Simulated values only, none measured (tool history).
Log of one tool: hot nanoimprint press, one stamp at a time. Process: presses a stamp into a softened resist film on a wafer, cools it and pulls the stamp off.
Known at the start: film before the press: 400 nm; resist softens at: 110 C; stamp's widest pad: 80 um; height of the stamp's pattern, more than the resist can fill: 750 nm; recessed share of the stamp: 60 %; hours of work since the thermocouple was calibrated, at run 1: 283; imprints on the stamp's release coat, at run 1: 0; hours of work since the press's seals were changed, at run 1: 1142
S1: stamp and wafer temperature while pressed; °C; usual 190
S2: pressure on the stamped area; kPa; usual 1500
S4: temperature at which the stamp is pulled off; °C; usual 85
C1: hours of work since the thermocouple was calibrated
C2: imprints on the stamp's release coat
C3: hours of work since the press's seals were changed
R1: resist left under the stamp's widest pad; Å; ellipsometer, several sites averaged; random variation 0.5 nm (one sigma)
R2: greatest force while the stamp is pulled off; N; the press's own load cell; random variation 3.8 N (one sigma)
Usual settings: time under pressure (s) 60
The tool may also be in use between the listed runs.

run 1 day=0.000 | S1=190 S2=1500 time_under_pressure_(s)=60 S4=85 | C1=283 C2=0 C3=1142 | R1=1941 R2=173
run 2 day=1.358 | S1=190 S2=1870 time_under_pressure_(s)=60 S4=85 | C1=307 C2=187 C3=1166 | R1=1769 R2=183
run 3 day=2.750 | S1=190 S2=1500 time_under_pressure_(s)=60 S4=89 | C1=332 C2=378 C3=1191 | R1=1933 R2=182
run 4 day=5.421 | S1=190 S2=1500 time_under_pressure_(s)=60 S4=89 | C1=380 C2=745 C3=1239 | R1=1934 R2=189
run 5 day=7.838 | S1=190 S2=1500 time_under_pressure_(s)=60 S4=85 | C1=423 C2=1077 C3=1282 | R1=1926 R2=212
run 6 day=10.567 | S1=190 S2=1500 time_under_pressure_(s)=60 S4=85 | C1=472 C2=1452 C3=1331 | R1=1929 R2=224
-- day=12.421 press's hydraulic seals changed and the load cell set to zero
run 7 day=13.808 | S1=190 S2=1500 time_under_pressure_(s)=60 S4=85 | C1=524 C2=1852 C3=25 | R1=1876 R2=247
-- day=14.854 plate thermocouple calibrated
-- day=16.021 stamp cleaned and given a new release coat
run 8 day=16.021 | S1=190 S2=1500 time_under_pressure_(s)=60 S4=85 | C1=16 C2=0 C3=58 | R1=1856 R2=173
run 9 day=18.183 | S1=190 S2=1070 time_under_pressure_(s)=60 S4=85 | C1=55 C2=297 C3=96 | R1=2114 R2=180
run 10 day=19.500 | S1=190 S2=1070 time_under_pressure_(s)=60 S4=85 | C1=79 C2=478 C3=120 | R1=2117 R2=194
-- day=21.167 plate thermocouple calibrated, once more
run 11 day=22.433 | S1=190 S2=1070 time_under_pressure_(s)=60 S4=85 | C1=23 C2=864 C3=170 | R1=2250 R2=217
run 12 day=25.338 | S1=190 S2=1070 time_under_pressure_(s)=60 S4=85 | C1=75 C2=1263 C3=222 | R1=2242 R2=233
run 13 day=26.992 | S1=190 S2=1070 time_under_pressure_(s)=60 S4=85 | C1=104 C2=1490 C3=251 | R1=2228 R2=231
run 14 day=29.329 | S1=190 S2=1070 time_under_pressure_(s)=60 S4=85 | C1=146 C2=1812 C3=293 | R1=2247 R2=253
run 15 day=31.275 | S1=190 S2=1220 time_under_pressure_(s)=60 S4=74 | C1=181 C2=2079 C3=328 | R1=2109 R2=307
-- day=31.721 stamp cleaned and given a new release coat
run 16 day=33.267 | S1=190 S2=1870 time_under_pressure_(s)=78 S4=75 | C1=212 C2=212 C3=359 | R1=1602 R2=217
run 17 day=35.821 | S1=190 S2=1500 time_under_pressure_(s)=60 S4=80 | C1=257 C2=564 C3=405 | R1=1953 R2=221
run 18 day=37.350 | S1=190 S2=1420 time_under_pressure_(s)=60 S4=87 | C1=285 C2=774 C3=432 | R1=1993 R2=191
run 19 day=39.142 | S1=190 S2=1340 time_under_pressure_(s)=60 S4=85 | C1=317 C2=1020 C3=464 | R1=2030 R2=210
run 20 day=41.088 | S1=198 S2=2370 time_under_pressure_(s)=91 S4=86 | C1=351 C2=1287 C3=499 | R1=1083 R2=226
run 21 day=43.992 | S1=198 S2=1130 time_under_pressure_(s)=91 S4=70 | C1=403 C2=1686 C3=550 | R1=1535 R2=298
run 22 day=46.362 | S1=198 S2=1130 time_under_pressure_(s)=48 S4=70 | C1=445 C2=2012 C3=593 | R1=1964 R2=328
-- day=47.271 stamp cleaned and given a new release coat
run 23 day=48.121 | S1=201 S2=1710 time_under_pressure_(s)=59 S4=89 | C1=472 C2=117 C3=620 | R1=1410 R2=167
run 24 day=50.646 | S1=201 S2=1710 time_under_pressure_(s)=59 S4=89 | C1=517 C2=463 C3=665 | R1=1405 R2=177
-- day=52.108 plate thermocouple calibrated
run 25 day=53.567 | S1=190 S2=1520 time_under_pressure_(s)=60 S4=85 | C1=26 C2=848 C3=715 | R1=1969 R2=208
run 26 day=56.550 | S1=188 S2=1010 time_under_pressure_(s)=60 S4=83 | C1=79 C2=1258 C3=768 | R1=2383 R2=233

Forecast each of these 4 alternatives for the next run:
run A day=59.333 | S1=190 S2=1440 time_under_pressure_(s)=60 S4=85 | C1=129 C2=1640 C3=818 | R1=? R2=?
run B day=59.333 | S1=188 S2=1100 time_under_pressure_(s)=60 S4=77 | C1=129 C2=1640 C3=818 | R1=? R2=?
run C day=59.333 | S1=183 S2=1500 time_under_pressure_(s)=60 S4=85 | C1=129 C2=1640 C3=818 | R1=? R2=?
run D day=59.333 | S1=190 S2=1990 time_under_pressure_(s)=60 S4=85 | C1=129 C2=1640 C3=818 | R1=? R2=?

run=A R1=1999 R2=240
run=B R1=2320 R2=269
run=C R1=2328 R2=241
run=D R1=1745 R2=238
Without the tool's hidden state the same runs would have given:
run=A R1=1995 R2=183
run=B R1=2321 R2=205
run=C R1=2324 R2=184
run=D R1=1735 R2=182
